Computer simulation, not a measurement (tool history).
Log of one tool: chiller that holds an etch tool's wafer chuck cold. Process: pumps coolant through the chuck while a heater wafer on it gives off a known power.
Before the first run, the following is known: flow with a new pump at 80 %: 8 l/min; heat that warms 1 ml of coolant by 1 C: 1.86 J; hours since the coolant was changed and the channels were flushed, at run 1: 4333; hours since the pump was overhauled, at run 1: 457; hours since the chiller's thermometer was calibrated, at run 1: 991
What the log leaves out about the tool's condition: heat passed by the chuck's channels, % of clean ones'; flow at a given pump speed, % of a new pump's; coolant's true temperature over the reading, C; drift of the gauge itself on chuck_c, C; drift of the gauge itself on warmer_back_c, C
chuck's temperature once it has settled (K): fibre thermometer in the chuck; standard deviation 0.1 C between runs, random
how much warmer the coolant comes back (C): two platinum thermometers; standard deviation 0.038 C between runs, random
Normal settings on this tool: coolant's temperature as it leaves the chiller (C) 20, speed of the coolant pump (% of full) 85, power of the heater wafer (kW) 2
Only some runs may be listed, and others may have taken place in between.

run   hour  coolant's temperature as it leaves the chiller (C)  speed of the coolant pump (% of full)  power of the heater wafer (kW)  hours since the coolant was changed and the channels were flushed  hours since the pump was overhauled  hours since the chiller's thermometer was calibrated  chuck's temperature once it has settled (K)  how much warmer the coolant comes back (C)
  1      0                                                  20                                     85                               2                                                               4333                                  457                                                   991                                       309.65                                        7.57
  2   25.1                                                  20                                     85                               2                                                               4358                                  482                                                  1016                                       309.75                                        7.62
  3   62.2                                                  20                                     85                               2                                                               4395                                  519                                                  1053                                       309.85                                        7.57
  4  102.6                                                  20                                     85                               2                                                               4436                                  559                                                  1094                                       310.05                                         7.6
  5  145.2                                                  20                                     85                               2                                                               4478                                  602                                                  1136                                       309.75                                        7.57
  6    169                                                  20                                     85                               2                                                               4502                                  626                                                  1160                                       309.85                                        7.53
  7  190.6                                                  20                                     85                               2                                                               4524                                  647                                                  1182                                       309.85                                         7.6
  8  234.1                                                  20                                     85                               2                                                               4567                                  691                                                  1225                                       309.85                                        7.63
  9  258.5                                                  20                                     85                               2                                                               4592                                  715                                                  1250                                       310.05                                        7.64
 10  278.6                                                  12                                     85                               2                                                               4612                                  735                                                  1270                                       302.05                                         7.6
 11  316.5                                                  20                                     69                               2                                                               4650                                  773                                                  1308                                       312.55                                        9.63
 12  349.8                                                  20                                     85                               2                                                               4683                                  806                                                  1341                                       310.05                                        7.63
 13  379.1                                                  20                                     85                               2                                                               4712                                  836                                                  1370                                       310.05                                        7.64
 14  413.8                                                  20                                     85                               2                                                               4747                                  870                                                  1405                                       310.15                                        7.66
 15  460.8                                                  20                                     85                               2                                                               4794                                  917                                                  1452                                       309.95                                        7.65
 16  481.4                                                  20                                     85                               2                                                               4815                                  938                                                  1473                                       310.25                                        7.64
 17  506.9                                                  20                                     85                           2.682                                                               4840                                  964                                                  1498                                       316.05                                       10.28
 18  529.3                                                  25                                     96                           1.756                                                               4862                                  986                                                  1521                                       311.95                                        5.87
 19  569.8                                                  12                                     61                           1.756                                                               4903                                 1026                                                  1561                                       303.75                                        9.77
 20    610                                                  25                                     61                           2.112                                                               4943                                 1067                                                  1601                                       320.65                                       11.77
 21  631.6                                                  25                                     74                           1.987                                                               4965                                 1088                                                  1623                                       316.65                                        8.94
 22  654.7                                                  27                                     85                               2                                                               4988                                 1111                                                  1646                                       317.35                                        7.65
 23  681.6                                                  26                                     85                           2.173                                                               5015                                 1138                                                  1673                                       317.95                                        8.38
 24  702.2                                                  14                                     85                           2.173                                                               5035                                 1159                                                  1694                                       305.95                                        8.41
 25    751                                                  14                                     81                           2.173                                                               5084                                 1208                                                  1742                                       306.45                                         8.8
 26  781.8                                                  25                                     75                           1.025                                                               5115                                 1238                                                  1773                                       307.85                                        4.54
 27  809.7                                                  28                                     65                           2.684                                                               5143                                 1266                                                  1801                                       328.85                                       13.95
 28  859.7                                                  10                                     76                               2                                                               5193                                 1316                                                  1851                                       301.85                                        8.79
 29  907.2                                                  10                                     76                               2                                                               5240                                 1364                                                  1898                                       301.75                                        8.82
 30  945.2                                                  12                                     85                           1.052                                                               5278                                 1402                                                  1936                                       294.25                                        4.03
 31  992.8                                                  18                                     85                           1.364                                                               5326                                 1449                                                  1984                                       302.95                                        5.34

Pick out some run-to-run changes in chuck's temperature once it has settled (K). Of each, how much would a tool without hidden state show as well, from the settings, what came in and chance, and how much is left for the hidden state and any gauge scatter not in both results compared?
Run 19 -> 20: coolant's temperature as it leaves the chiller (C) 12 -> 25, power of the heater wafer (kW) 1.756 -> 2.112. chuck's temperature once it has settled (K) +16.9: hidden state +0.6, all else +16.3.
Run 25 -> 26: coolant's temperature as it leaves the chiller (C) 14 -> 25, speed of the coolant pump (% of full) 81 -> 75, power of the heater wafer (kW) 2.173 -> 1.025. chuck's temperature once it has settled (K) +1.4: hidden state -1.3, all else +2.7.
Run 26 -> 27: coolant's temperature as it leaves the chiller (C) 25 -> 28, speed of the coolant pump (% of full) 75 -> 65, power of the heater wafer (kW) 1.025 -> 2.684. chuck's temperature once it has settled (K) +21: hidden state +2.2, all else +18.8.
Run 27 -> 28: coolant's temperature as it leaves the chiller (C) 28 -> 10, speed of the coolant pump (% of full) 65 -> 76, power of the heater wafer (kW) 2.684 -> 2. chuck's temperature once it has settled (K) -27: hidden state -1, all else -26.
Run 29 -> 30: coolant's temperature as it leaves the chiller (C) 10 -> 12, speed of the coolant pump (% of full) 76 -> 85, power of the heater wafer (kW) 2 -> 1.052. chuck's temperature once it has settled (K) -7.5: hidden state -1.3, all else -6.2.

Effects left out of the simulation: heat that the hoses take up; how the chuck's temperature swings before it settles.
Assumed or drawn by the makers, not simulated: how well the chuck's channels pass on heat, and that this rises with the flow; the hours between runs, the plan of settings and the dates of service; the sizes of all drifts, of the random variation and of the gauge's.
